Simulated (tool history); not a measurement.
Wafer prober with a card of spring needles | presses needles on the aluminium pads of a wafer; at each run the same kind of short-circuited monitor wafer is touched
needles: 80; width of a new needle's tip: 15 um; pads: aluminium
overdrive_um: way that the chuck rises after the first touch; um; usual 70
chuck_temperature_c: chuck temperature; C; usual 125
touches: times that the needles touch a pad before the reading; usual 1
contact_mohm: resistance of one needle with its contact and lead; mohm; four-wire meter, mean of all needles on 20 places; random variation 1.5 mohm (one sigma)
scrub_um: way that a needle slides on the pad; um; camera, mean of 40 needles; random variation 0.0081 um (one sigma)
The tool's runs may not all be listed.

{"run": 1, "hour": 0.0, "overdrive_um": 70, "chuck_temperature_c": 125, "touches": 1, "contact_mohm": 144, "scrub_um": 14.898}
{"hour": 2.9, "done": "tips cleaned on abrasive film"}
{"hour": 16.9, "done": "tips cleaned on abrasive film"}
{"hour": 30.6, "done": "tips cleaned on abrasive film"}
{"hour": 43.1, "done": "tips cleaned on abrasive film"}
{"run": 2, "hour": 43.1, "overdrive_um": 70, "chuck_temperature_c": 125, "touches": 1, "contact_mohm": 144, "scrub_um": 14.919}
{"hour": 54.3, "done": "tips cleaned on abrasive film"}
{"hour": 68.2, "done": "tips cleaned on abrasive film"}
{"hour": 82.2, "done": "tips cleaned on abrasive film"}
{"hour": 85.3, "done": "height of the first contact set anew"}
{"run": 3, "hour": 87.5, "overdrive_um": 70, "chuck_temperature_c": 125, "touches": 1, "contact_mohm": 142, "scrub_um": 14.922}
{"hour": 95.7, "done": "tips cleaned on abrasive film"}
{"hour": 107.0, "done": "tips cleaned on abrasive film"}
{"hour": 120.9, "done": "tips cleaned on abrasive film"}
{"run": 4, "hour": 124.7, "overdrive_um": 70, "chuck_temperature_c": 125, "touches": 1, "contact_mohm": 145, "scrub_um": 14.921}
{"hour": 133.2, "done": "tips cleaned on abrasive film"}
{"hour": 146.6, "done": "tips cleaned on abrasive film"}
{"hour": 160.6, "done": "tips cleaned on abrasive film"}
{"run": 5, "hour": 170.1, "overdrive_um": 70, "chuck_temperature_c": 125, "touches": 1, "contact_mohm": 145, "scrub_um": 14.939}
{"hour": 173.0, "done": "tips cleaned on abrasive film"}
{"hour": 186.7, "done": "tips cleaned on abrasive film"}
{"hour": 189.4, "done": "height of the first contact set anew"}
{"hour": 200.6, "done": "tips cleaned on abrasive film"}
{"hour": 211.9, "done": "tips cleaned on abrasive film"}
{"run": 6, "hour": 217.2, "overdrive_um": 70, "chuck_temperature_c": 125, "touches": 1, "contact_mohm": 145, "scrub_um": 14.943}
{"hour": 225.3, "done": "tips cleaned on abrasive film"}
{"hour": 236.6, "done": "tips cleaned on abrasive film"}
{"hour": 250.6, "done": "tips cleaned on abrasive film"}
{"hour": 264.6, "done": "tips cleaned on abrasive film"}
{"run": 7, "hour": 269.5, "overdrive_um": 70, "chuck_temperature_c": 125, "touches": 2, "contact_mohm": 144, "scrub_um": 14.935}
{"hour": 278.0, "done": "tips cleaned on abrasive film"}
{"hour": 292.0, "done": "tips cleaned on abrasive film"}
{"hour": 292.3, "done": "height of the first contact set anew"}
{"run": 8, "hour": 298.6, "overdrive_um": 70, "chuck_temperature_c": 40, "touches": 1, "contact_mohm": 136, "scrub_um": 14.947}
{"hour": 304.3, "done": "tips cleaned on abrasive film"}
{"hour": 318.0, "done": "tips cleaned on abrasive film"}
{"run": 9, "hour": 328.8, "overdrive_um": 70, "chuck_temperature_c": 125, "touches": 3, "contact_mohm": 144, "scrub_um": 14.942}
{"hour": 331.7, "done": "tips cleaned on abrasive film"}
{"hour": 345.8, "done": "tips cleaned on abrasive film"}
{"run": 10, "hour": 352.9, "overdrive_um": 70, "chuck_temperature_c": 125, "touches": 1, "contact_mohm": 144, "scrub_um": 14.97}
{"hour": 358.5, "done": "tips cleaned on abrasive film"}
{"hour": 372.5, "done": "tips cleaned on abrasive film"}
{"hour": 386.0, "done": "tips cleaned on abrasive film"}
{"hour": 394.6, "done": "height of the first contact set anew"}
{"hour": 399.1, "done": "tips cleaned on abrasive film"}
{"run": 11, "hour": 399.1, "overdrive_um": 70, "chuck_temperature_c": 125, "touches": 1, "contact_mohm": 145, "scrub_um": 14.977}
{"hour": 410.3, "done": "tips cleaned on abrasive film"}
{"hour": 424.4, "done": "tips cleaned on abrasive film"}
{"hour": 438.4, "done": "tips cleaned on abrasive film"}
{"hour": 452.5, "done": "tips cleaned on abrasive film"}
{"run": 12, "hour": 456.2, "overdrive_um": 70, "chuck_temperature_c": 125, "touches": 1, "contact_mohm": 146, "scrub_um": 14.983}
{"hour": 464.6, "done": "tips cleaned on abrasive film"}
{"hour": 475.9, "done": "tips cleaned on abrasive film"}
{"hour": 489.6, "done": "tips cleaned on abrasive film"}
{"hour": 498.3, "done": "height of the first contact set anew"}
{"hour": 501.9, "done": "tips cleaned on abrasive film"}
{"run": 13, "hour": 501.9, "overdrive_um": 85, "chuck_temperature_c": 31, "touches": 1, "contact_mohm": 133, "scrub_um": 18.197}
{"hour": 515.7, "done": "tips cleaned on abrasive film"}
{"hour": 529.7, "done": "tips cleaned on abrasive film"}
{"hour": 543.3, "done": "tips cleaned on abrasive film"}
{"run": 14, "hour": 543.3, "overdrive_um": 67, "chuck_temperature_c": 29, "touches": 1, "contact_mohm": 131, "scrub_um": 14.34}
{"hour": 557.3, "done": "tips cleaned on abrasive film"}
{"hour": 571.3, "done": "tips cleaned on abrasive film"}
{"hour": 585.4, "done": "tips cleaned on abrasive film"}
{"hour": 599.3, "done": "tips cleaned on abrasive film"}
{"hour": 601.7, "done": "height of the first contact set anew"}
{"run": 15, "hour": 601.7, "overdrive_um": 75, "chuck_temperature_c": 29, "touches": 1, "contact_mohm": 132, "scrub_um": 16.09}
{"hour": 612.5, "done": "tips cleaned on abrasive film"}
{"hour": 626.6, "done": "tips cleaned on abrasive film"}
{"hour": 639.7, "done": "tips cleaned on abrasive film"}
{"hour": 653.4, "done": "tips cleaned on abrasive film"}
{"run": 16, "hour": 660.1, "overdrive_um": 75, "chuck_temperature_c": 29, "touches": 1, "contact_mohm": 131, "scrub_um": 16.093}
{"hour": 665.8, "done": "tips cleaned on abrasive film"}
{"hour": 679.8, "done": "tips cleaned on abrasive film"}
{"hour": 693.8, "done": "tips cleaned on abrasive film"}
{"hour": 705.1, "done": "tips cleaned on abrasive film"}
{"hour": 705.4, "done": "height of the first contact set anew"}
{"run": 17, "hour": 714.3, "overdrive_um": 75, "chuck_temperature_c": 29, "touches": 1, "contact_mohm": 129, "scrub_um": 16.093}
{"hour": 717.2, "done": "tips cleaned on abrasive film"}
{"hour": 731.1, "done": "tips cleaned on abrasive film"}
{"hour": 745.0, "done": "tips cleaned on abrasive film"}
{"hour": 759.0, "done": "tips cleaned on abrasive film"}
{"run": 18, "hour": 761.9, "overdrive_um": 61, "chuck_temperature_c": 96, "touches": 2, "contact_mohm": 141, "scrub_um": 13.103}
{"hour": 770.4, "done": "tips cleaned on abrasive film"}
{"hour": 784.2, "done": "tips cleaned on abrasive film"}
{"run": 19, "hour": 787.7, "overdrive_um": 61, "chuck_temperature_c": 96, "touches": 2, "contact_mohm": 142, "scrub_um": 13.102}
{"hour": 795.9, "done": "tips cleaned on abrasive film"}
{"hour": 809.7, "done": "tips cleaned on abrasive film"}
{"hour": 810.0, "done": "height of the first contact set anew"}
{"hour": 824.0, "done": "tips cleaned on abrasive film"}
{"run": 20, "hour": 825.2, "overdrive_um": 61, "chuck_temperature_c": 96, "touches": 2, "contact_mohm": 142, "scrub_um": 13.089}
{"hour": 836.2, "done": "tips cleaned on abrasive film"}
{"hour": 850.2, "done": "tips cleaned on abrasive film"}
{"run": 21, "hour": 853.9, "overdrive_um": 71, "chuck_temperature_c": 101, "touches": 1, "contact_mohm": 143, "scrub_um": 15.25}
{"hour": 862.3, "done": "tips cleaned on abrasive film"}
{"hour": 876.0, "done": "tips cleaned on abrasive film"}
{"hour": 890.0, "done": "tips cleaned on abrasive film"}
{"hour": 904.0, "done": "tips cleaned on abrasive film"}
{"run": 22, "hour": 905.8, "overdrive_um": 62, "chuck_temperature_c": 70, "touches": 1, "contact_mohm": 137, "scrub_um": 13.325}
{"hour": 914.4, "done": "height of the first contact set anew"}
{"hour": 917.3, "done": "tips cleaned on abrasive film"}
{"hour": 928.6, "done": "tips cleaned on abrasive film"}
{"hour": 942.6, "done": "tips cleaned on abrasive film"}
{"hour": 956.3, "done": "tips cleaned on abrasive film"}
{"run": 23, "hour": 959.0, "overdrive_um": 62, "chuck_temperature_c": 70, "touches": 1, "contact_mohm": 139, "scrub_um": 13.334}
{"hour": 970.0, "done": "tips cleaned on abrasive film"}
{"hour": 983.6, "done": "tips cleaned on abrasive film"}
{"hour": 997.5, "done": "tips cleaned on abrasive film"}
{"hour": 1011.5, "done": "tips cleaned on abrasive film"}
{"hour": 1017.2, "done": "height of the first contact set anew"}
{"run": 24, "hour": 1017.5, "overdrive_um": 78, "chuck_temperature_c": 70, "touches": 2, "contact_mohm": 135, "scrub_um": 16.779}

3 ways to go on from here, each from the tool as it stands after run 24. What would each give?
{"hour": 1023.1, "done": "tips cleaned on abrasive film"}
{"hour": 1037.2, "done": "tips cleaned on abrasive film"}
{"hour": 1051.1, "done": "tips cleaned on abrasive film"}
{"hour": 1065.1, "done": "tips cleaned on abrasive film"}
{"run": "A", "hour": 1065.3, "overdrive_um": 78, "chuck_temperature_c": 70, "touches": 2, "contact_mohm": "?", "scrub_um": "?"}
{"hour": 1023.1, "done": "tips cleaned on abrasive film"}
{"hour": 1037.2, "done": "tips cleaned on abrasive film"}
{"hour": 1051.1, "done": "tips cleaned on abrasive film"}
{"hour": 1065.1, "done": "tips cleaned on abrasive film"}
{"run": "B", "hour": 1065.3, "overdrive_um": 50, "chuck_temperature_c": 70, "touches": 2, "contact_mohm": "?", "scrub_um": "?"}
{"hour": 1023.1, "done": "tips cleaned on abrasive film"}
{"hour": 1037.2, "done": "tips cleaned on abrasive film"}
{"hour": 1051.1, "done": "tips cleaned on abrasive film"}
{"hour": 1065.1, "done": "tips cleaned on abrasive film"}
{"run": "C", "hour": 1065.3, "overdrive_um": 84, "chuck_temperature_c": 89, "touches": 1, "contact_mohm": "?", "scrub_um": "?"}

run=A contact_mohm=137 scrub_um=16.778
run=B contact_mohm=136 scrub_um=10.766
run=C contact_mohm=139 scrub_um=18.096
Without the tool's hidden state the same runs would have given:
run=A contact_mohm=137 scrub_um=16.587
run=B contact_mohm=135 scrub_um=10.643
run=C contact_mohm=139 scrub_um=17.889
